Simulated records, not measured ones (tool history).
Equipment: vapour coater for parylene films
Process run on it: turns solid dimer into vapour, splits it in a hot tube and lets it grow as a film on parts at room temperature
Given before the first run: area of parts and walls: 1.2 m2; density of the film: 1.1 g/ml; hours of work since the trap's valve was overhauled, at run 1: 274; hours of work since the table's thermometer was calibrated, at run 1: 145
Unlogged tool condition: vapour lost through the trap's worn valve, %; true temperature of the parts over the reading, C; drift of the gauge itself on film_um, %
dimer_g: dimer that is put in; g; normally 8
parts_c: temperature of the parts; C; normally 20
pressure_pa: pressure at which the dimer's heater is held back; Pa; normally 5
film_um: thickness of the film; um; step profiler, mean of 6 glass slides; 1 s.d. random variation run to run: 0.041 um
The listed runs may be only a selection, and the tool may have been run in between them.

run	hour	dimer_g	parts_c	pressure_pa	hours of work since the trap's valve was overhauled	hours of work since the table's thermometer was calibrated	film_um
1	0	8	20	5	274	145	4.18
2	22.8	8	20	5	293	165	4.12
3	55.5	8	20	5	321	192	4.14
4	90	8	17	5	349	221	4.57
5	105.7	8	17	5	363	234	4.61
6	125.1	8	17	5	379	250	4.53
7	160.9	12	20	5	409	280	5.98
# hour 202: trap's valve overhauled
8	202	8	20	5	0	311	4.49
9	239.1	8	20	5	31	343	4.45
10	273.1	8	20	5	60	371	4.41
11	290.9	8	20	5	75	386	4.44
12	322.1	8	20	5	101	412	4.35
13	359.7	10	28	11.68	132	444	3.21
14	383.8	10	28	11.68	152	464	3.17
15	417	9	20	9.55	180	492	4.15
16	451.9	9	24	9.55	210	521	3.43
17	471.6	9	24	9.55	226	537	3.44
18	508.6	5	20	9.54	257	568	2.23
19	544.7	8	14	9.54	287	599	4.41
20	572.8	7	20	7.22	311	622	3.28
21	595.5	4	20	5.01	330	641	2.06
22	624.7	10	13	3.48	354	666	6.62
23	652	7	13	2.59	377	689	4.63

Hidden state or all else? Some run-to-run changes of film_um, split into what the settings, what came in and random variation would give without the hidden state, and what is left for the hidden state (with any gauge scatter that isn't in both results):
Run 7 -> 8: dimer_g 12 -> 8, trap's valve overhauled. film_um -1.49 um: hidden state +0.77, all else -2.26.
Run 18 -> 19: dimer_g 5 -> 8, parts_c 20 -> 14. film_um +2.18 um: hidden state -0.26, all else +2.44.
Run 21 -> 22: dimer_g 4 -> 10, parts_c 20 -> 13, pressure_pa 5.01 -> 3.48. film_um +4.56 um: hidden state -0.53, all else +5.09.
